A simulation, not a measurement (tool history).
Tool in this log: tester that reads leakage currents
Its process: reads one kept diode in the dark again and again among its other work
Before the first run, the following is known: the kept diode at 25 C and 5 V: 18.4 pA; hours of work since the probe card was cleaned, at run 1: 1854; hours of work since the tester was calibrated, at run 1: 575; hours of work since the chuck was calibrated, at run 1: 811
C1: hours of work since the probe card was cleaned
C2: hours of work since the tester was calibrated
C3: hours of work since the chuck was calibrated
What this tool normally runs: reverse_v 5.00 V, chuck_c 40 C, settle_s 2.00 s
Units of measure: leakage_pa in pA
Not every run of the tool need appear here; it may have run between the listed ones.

run 1 day=0.000 | reverse_v=5.00 chuck_c=40 settle_s=2.00 | C1=1854 C2=575 C3=811 | leakage_pa=87.58
run 2 day=1.550 | reverse_v=5.00 chuck_c=40 settle_s=0.35 | C1=1874 C2=595 C3=831 | leakage_pa=92.39
run 3 day=2.558 | reverse_v=5.00 chuck_c=40 settle_s=2.00 | C1=1887 C2=608 C3=844 | leakage_pa=88.07
run 4 day=4.075 | reverse_v=5.00 chuck_c=53 settle_s=2.00 | C1=1907 C2=628 C3=863 | leakage_pa=245.99
run 5 day=5.833 | reverse_v=5.00 chuck_c=53 settle_s=2.00 | C1=1929 C2=650 C3=886 | leakage_pa=248.06
run 6 day=6.762 | reverse_v=5.00 chuck_c=53 settle_s=2.00 | C1=1941 C2=662 C3=898 | leakage_pa=248.67
run 7 day=8.779 | reverse_v=5.00 chuck_c=40 settle_s=2.00 | C1=1967 C2=688 C3=923 | leakage_pa=89.43
run 8 day=10.454 | reverse_v=5.00 chuck_c=40 settle_s=9.46 | C1=1989 C2=710 C3=945 | leakage_pa=89.09
run 9 day=11.546 | reverse_v=10.26 chuck_c=40 settle_s=2.00 | C1=2003 C2=724 C3=959 | leakage_pa=126.40
run 10 day=13.042 | reverse_v=10.26 chuck_c=40 settle_s=2.00 | C1=2022 C2=743 C3=978 | leakage_pa=126.47
run 11 day=14.538 | reverse_v=10.26 chuck_c=40 settle_s=2.00 | C1=2041 C2=762 C3=998 | leakage_pa=127.64
-- day=15.158 chuck's temperature calibrated
run 12 day=16.217 | reverse_v=10.26 chuck_c=40 settle_s=2.00 | C1=2062 C2=783 C3=14 | leakage_pa=107.86
run 13 day=17.104 | reverse_v=10.26 chuck_c=40 settle_s=2.00 | C1=2073 C2=794 C3=25 | leakage_pa=108.51
run 14 day=18.979 | reverse_v=5.00 chuck_c=40 settle_s=0.71 | C1=2097 C2=818 C3=49 | leakage_pa=78.35
run 15 day=20.938 | reverse_v=5.00 chuck_c=40 settle_s=0.71 | C1=2122 C2=843 C3=74 | leakage_pa=78.89
run 16 day=22.479 | reverse_v=5.00 chuck_c=40 settle_s=0.71 | C1=2142 C2=863 C3=94 | leakage_pa=78.87
run 17 day=23.354 | reverse_v=5.00 chuck_c=40 settle_s=0.71 | C1=2153 C2=874 C3=105 | leakage_pa=79.09
run 18 day=24.371 | reverse_v=5.00 chuck_c=40 settle_s=0.71 | C1=2166 C2=887 C3=118 | leakage_pa=79.44
run 19 day=25.371 | reverse_v=5.00 chuck_c=40 settle_s=2.00 | C1=2179 C2=900 C3=131 | leakage_pa=77.99
-- day=25.650 probe card cleaned and baked
run 20 day=27.229 | reverse_v=5.00 chuck_c=42 settle_s=2.00 | C1=20 C2=923 C3=154 | leakage_pa=94.35
run 21 day=28.575 | reverse_v=5.00 chuck_c=42 settle_s=2.00 | C1=38 C2=940 C3=171 | leakage_pa=94.57
run 22 day=30.275 | reverse_v=5.00 chuck_c=32 settle_s=2.00 | C1=59 C2=962 C3=193 | leakage_pa=44.16
run 23 day=31.621 | reverse_v=5.00 chuck_c=32 settle_s=2.00 | C1=77 C2=979 C3=210 | leakage_pa=44.52
run 24 day=32.646 | reverse_v=3.39 chuck_c=40 settle_s=5.07 | C1=90 C2=992 C3=223 | leakage_pa=67.24
-- day=33.696 probe card cleaned and baked, once more
run 25 day=34.188 | reverse_v=2.25 chuck_c=57 settle_s=0.48 | C1=6 C2=1010 C3=241 | leakage_pa=211.94
run 26 day=36.158 | reverse_v=2.25 chuck_c=57 settle_s=0.48 | C1=32 C2=1036 C3=267 | leakage_pa=212.49
run 27 day=37.638 | reverse_v=2.25 chuck_c=57 settle_s=0.48 | C1=51 C2=1055 C3=286 | leakage_pa=214.52
run 28 day=39.400 | reverse_v=1.22 chuck_c=26 settle_s=2.00 | C1=73 C2=1077 C3=308 | leakage_pa=11.77
run 29 day=40.829 | reverse_v=1.22 chuck_c=26 settle_s=2.00 | C1=92 C2=1096 C3=327 | leakage_pa=11.82
run 30 day=42.817 | reverse_v=9.21 chuck_c=40 settle_s=3.76 | C1=117 C2=1121 C3=352 | leakage_pa=99.88
run 31 day=44.621 | reverse_v=2.85 chuck_c=34 settle_s=4.02 | C1=140 C2=1145 C3=376 | leakage_pa=35.63
run 32 day=46.638 | reverse_v=6.38 chuck_c=22 settle_s=6.81 | C1=166 C2=1171 C3=401 | leakage_pa=17.20
run 33 day=48.238 | reverse_v=19.11 chuck_c=22 settle_s=0.39 | C1=187 C2=1191 C3=422 | leakage_pa=46.25
run 34 day=49.500 | reverse_v=1.35 chuck_c=40 settle_s=0.73 | C1=203 C2=1207 C3=438 | leakage_pa=44.46
run 35 day=50.929 | reverse_v=1.30 chuck_c=40 settle_s=8.42 | C1=222 C2=1226 C3=457 | leakage_pa=43.27
run 36 day=51.867 | reverse_v=5.00 chuck_c=40 settle_s=0.63 | C1=234 C2=1238 C3=469 | leakage_pa=80.56
run 37 day=53.800 | reverse_v=5.00 chuck_c=40 settle_s=0.63 | C1=258 C2=1263 C3=494 | leakage_pa=81.08
run 38 day=55.067 | reverse_v=5.39 chuck_c=57 settle_s=0.63 | C1=275 C2=1279 C3=510 | leakage_pa=322.71
run 39 day=56.592 | reverse_v=2.49 chuck_c=40 settle_s=5.91 | C1=294 C2=1298 C3=529 | leakage_pa=58.27
run 40 day=58.012 | reverse_v=7.58 chuck_c=25 settle_s=0.33 | C1=313 C2=1317 C3=548 | leakage_pa=33.64

Across each entry between runs, compare the hidden state at the last listed run before it with the hidden state at the first listed run after it:
From run 11 to run 12: chuck's temperature calibrated (day 15.158)
  stray current of the dirty probe card, pA a volt: 0.868 -> 0.876; current scale over the true one, %: 0.33 -> 0.34; true chuck temperature over the reading, C: 2.03 -> -0.15
  measured value less the no-hidden-state value, leakage_pa: +27.70 -> +7.87 pA
From run 19 to run 20: probe card cleaned and baked (day 25.650)
  stray current of the dirty probe card, pA a volt: 0.923 -> 1.398; current scale over the true one, %: 0.39 -> 0.4; true chuck temperature over the reading, C: 0.09 -> 0.14
  measured value less the no-hidden-state value, leakage_pa: +5.38 -> +8.28 pA
From run 24 to run 25: probe card cleaned and baked, once more (day 33.696)
  stray current of the dirty probe card, pA a volt: 1.427 -> 0.023; current scale over the true one, %: 0.42 -> 0.43; true chuck temperature over the reading, C: 0.29 -> 0.33
  measured value less the no-hidden-state value, leakage_pa: +6.56 -> +6.17 pA
